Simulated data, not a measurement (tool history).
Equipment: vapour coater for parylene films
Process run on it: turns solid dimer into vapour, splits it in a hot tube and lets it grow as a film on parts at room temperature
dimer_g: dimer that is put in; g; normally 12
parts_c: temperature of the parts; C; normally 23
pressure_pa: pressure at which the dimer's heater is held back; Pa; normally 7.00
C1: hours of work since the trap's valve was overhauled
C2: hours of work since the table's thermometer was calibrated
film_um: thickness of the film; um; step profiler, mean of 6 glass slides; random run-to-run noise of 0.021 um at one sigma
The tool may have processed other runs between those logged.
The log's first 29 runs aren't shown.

Run 30, day 39.983: usual settings but dimer_g 8 g, pressure_pa 8.97 Pa; C1 418; C2 1641. Result: film_um 1.19 um.
Run 31, day 41.033: usual settings but dimer_g 6 g, parts_c 26 C, pressure_pa 2.19 Pa; C1 431; C2 1654. Result: film_um 1.08 um.
Run 32, day 42.362: usual settings but dimer_g 8 g, parts_c 18 C; C1 449; C2 1672. Result: film_um 1.40 um.
Run 33, day 43.879: usual settings but dimer_g 11 g, parts_c 29 C, pressure_pa 7.50 Pa; C1 469; C2 1692. Result: film_um 1.45 um.
Run 34, day 45.017: usual settings but dimer_g 11 g, parts_c 29 C, pressure_pa 7.50 Pa; C1 484; C2 1707. Result: film_um 1.43 um.
Run 35, day 45.942: usual settings but dimer_g 14 g, pressure_pa 4.95 Pa; C1 496; C2 1719. Result: film_um 2.38 um.
Run 36, day 47.896: usual settings but dimer_g 14 g, pressure_pa 4.95 Pa; C1 521; C2 1744. Result: film_um 2.32 um.
Run 37, day 49.354: usual settings but dimer_g 14 g, pressure_pa 4.95 Pa; C1 540; C2 1763. Result: film_um 2.30 um.
Run 38, day 50.654: usual settings but dimer_g 14 g, pressure_pa 4.95 Pa; C1 557; C2 1780. Result: film_um 2.35 um.
Run 39, day 52.704: usual settings but dimer_g 8 g; C1 584; C2 1807. Result: film_um 1.24 um.
Run 40, day 54.808: usual settings but dimer_g 8 g, parts_c 18 C, pressure_pa 3.02 Pa; C1 612; C2 1835. Result: film_um 1.65 um.
Run 41, day 56.004: usual settings but dimer_g 14 g, parts_c 18 C, pressure_pa 6.52 Pa; C1 628; C2 1850. Result: film_um 2.52 um.
Run 42, day 58.033: usual settings but dimer_g 6 g, parts_c 25 C, pressure_pa 3.43 Pa; C1 654; C2 1877. Result: film_um 1.02 um.
At day 59.279: trap's valve overhauled.
Run 43, day 59.467: usual settings but dimer_g 6 g, parts_c 25 C, pressure_pa 3.43 Pa; C1 2; C2 1894. Result: film_um 1.01 um.
Run 44, day 61.146: usual settings but dimer_g 6 g, parts_c 25 C, pressure_pa 3.43 Pa; C1 24; C2 1916. Result: film_um 1.07 um.
Run 45, day 62.304: usual settings but dimer_g 16 g, parts_c 30 C, pressure_pa 8.55 Pa; C1 40; C2 1931. Result: film_um 1.96 um.
Run 46, day 64.396: usual settings but dimer_g 16 g, parts_c 30 C, pressure_pa 8.55 Pa; C1 67; C2 1958. Result: film_um 2.04 um.
Run 47, day 65.400: usual settings but parts_c 16 C, pressure_pa 6.95 Pa; C1 80; C2 1971. Result: film_um 2.24 um.

Predict each of these 3 candidate next runs independently; none follows another, all start after run 47:
Run A, day 66.717: usual settings but dimer_g 14 g, parts_c 15 C, pressure_pa 6.95 Pa; C1 97; C2 1989. Result: film_um ?.
Run B, day 66.717: usual settings but parts_c 16 C, pressure_pa 3.80 Pa; C1 97; C2 1989. Result: film_um ?.
Run C, day 66.717: usual settings but dimer_g 10 g, parts_c 16 C, pressure_pa 5.55 Pa; C1 97; C2 1989. Result: film_um ?.

run  film_um
  A     2.69
  B     2.51
  C     1.96
Without the tool's unlogged condition, the same runs would have read:
run  film_um
  A     2.69
  B     2.52
  C     1.96

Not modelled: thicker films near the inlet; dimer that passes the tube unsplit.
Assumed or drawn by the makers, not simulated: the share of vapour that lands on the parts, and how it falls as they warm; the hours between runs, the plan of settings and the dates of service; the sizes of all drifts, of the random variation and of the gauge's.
